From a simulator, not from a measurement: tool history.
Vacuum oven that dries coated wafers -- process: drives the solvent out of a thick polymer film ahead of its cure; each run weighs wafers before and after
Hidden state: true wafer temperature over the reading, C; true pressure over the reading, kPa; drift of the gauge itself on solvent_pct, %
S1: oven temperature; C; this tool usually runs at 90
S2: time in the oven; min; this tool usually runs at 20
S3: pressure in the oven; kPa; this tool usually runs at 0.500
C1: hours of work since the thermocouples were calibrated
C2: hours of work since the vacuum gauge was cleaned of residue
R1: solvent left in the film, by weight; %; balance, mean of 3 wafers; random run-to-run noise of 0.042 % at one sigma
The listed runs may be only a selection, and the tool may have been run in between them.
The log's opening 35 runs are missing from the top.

run	day	S1	S2	S3	C1	C2	R1
36	98.967	76	15	0.351	200	413	6.50
37	101.767	85	11	0.723	250	463	5.31
38	104.321	85	11	0.723	295	508	5.44
39	106.962	80	20	0.500	342	555	3.35
40	110.954	80	28	0.500	413	626	1.95
41	114.071	80	28	0.500	469	681	1.93
42	117.071	88	26	1.619	522	735	1.20
43	119.067	88	26	1.619	557	770	1.30
44	120.992	92	26	0.476	592	804	0.50
45	123.771	90	31	0.252	641	854	0.32
46	126.333	91	17	1.859	687	899	1.98
47	129.800	103	33	0.430	748	961	0.20
48	133.833	103	10	0.430	820	1033	1.21

Forecast each of these 3 alternatives for the next run:
A	137.004	97	20	0.500	876	1089	?
B	137.004	103	13	0.430	876	1089	?
C	137.004	90	20	0.500	876	1089	?

run	R1
A	0.54
B	0.54
C	1.27
With the hidden condition removed and each run's random variation left untouched, the same runs would have given:
run	R1
A	0.35
B	0.36
C	0.95
